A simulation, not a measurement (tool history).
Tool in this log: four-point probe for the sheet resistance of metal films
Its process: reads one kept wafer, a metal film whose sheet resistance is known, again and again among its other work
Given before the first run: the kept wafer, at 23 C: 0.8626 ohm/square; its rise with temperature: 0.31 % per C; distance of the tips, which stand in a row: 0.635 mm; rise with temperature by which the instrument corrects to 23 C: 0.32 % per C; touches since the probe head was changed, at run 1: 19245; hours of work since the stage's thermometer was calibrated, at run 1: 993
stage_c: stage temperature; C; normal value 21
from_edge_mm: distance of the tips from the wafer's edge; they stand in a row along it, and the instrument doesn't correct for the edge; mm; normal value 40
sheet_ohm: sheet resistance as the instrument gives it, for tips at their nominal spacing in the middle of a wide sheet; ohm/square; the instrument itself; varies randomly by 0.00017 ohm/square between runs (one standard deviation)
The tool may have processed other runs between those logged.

run,hour,stage_c,from_edge_mm,touches since the probe head was changed,hours of work since the stage's thermometer was calibrated,sheet_ohm
1,0.0,21,40,19245,993,0.863603
2,53.5,29,40,19893,1018,0.862593
3,78.5,29,40,20195,1029,0.862787
4,101.5,29,40,20474,1040,0.862457
5,141.1,29,40,20953,1058,0.862494
6,186.7,29,40,21506,1080,0.862352
7,237.2,29,40,22117,1103,0.862537
8,283.4,34,40,22676,1124,0.862233
9,327.1,34,40,23206,1145,0.861927
10,377.6,23,40,23818,1168,0.863088
11,417.0,23,40,24294,1187,0.863432
12,448.0,23,40,24670,1201,0.863413
13,476.2,23,40,25011,1214,0.863848
14,511.6,23,40,25441,1231,0.863386
15,551.5,23,40,25923,1249,0.863191
16,579.4,28,40,26261,1262,0.863101
17,616.3,28,40,26708,1279,0.862787
18,649.3,28,40,27108,1294,0.863291
19,673.1,21,67,27395,1306,0.863616
20,723.0,21,67,27999,1329,0.863862
21,765.2,21,67,28510,1348,0.863826
22,799.4,21,67,28926,1364,0.863750
23,850.8,21,67,29547,1388,0.864027
24,904.8,19,3,30202,1413,0.884539
25,928.4,19,3,30487,1424,0.884245
26,961.4,32,39,30887,1439,0.862987
27,1003.9,33,36,31401,1459,0.862768
28,1029.3,33,36,31709,1471,0.862612
29,1061.9,19,33,32104,1486,0.864407
30,1106.1,19,16,32639,1507,0.865083
31,1135.0,34,40,32989,1520,0.862984
32,1170.9,34,40,33424,1537,0.862754
33,1221.4,34,40,34036,1560,0.863054
34,1255.7,34,15,34451,1576,0.863463
35,1301.9,34,15,35010,1598,0.863828
36,1346.2,26,7,35547,1618,0.867656
37,1373.0,19,5,35871,1631,0.872079
38,1402.3,31,26,36225,1644,0.863479
39,1448.0,30,47,36780,1666,0.863555
40,1490.3,30,47,37291,1685,0.863505
41,1539.6,23,47,37888,1708,0.864282
42,1568.1,21,36,38233,1721,0.864757
43,1593.8,21,36,38545,1733,0.864668

4 options for the next run, each taken on its own from the tool as it stands now. Forecast them:
A,1626.2,28,6,38937,1748,?
B,1626.2,19,44,38937,1748,?
C,1626.2,24,32,38937,1748,?
D,1626.2,30,4,38937,1748,?

run,sheet_ohm
A,0.868904
B,0.864854
C,0.864464
D,0.875038
Without the tool's unlogged condition, the same runs would have read:
run,sheet_ohm
A,0.867225
B,0.863153
C,0.862780
D,0.873354
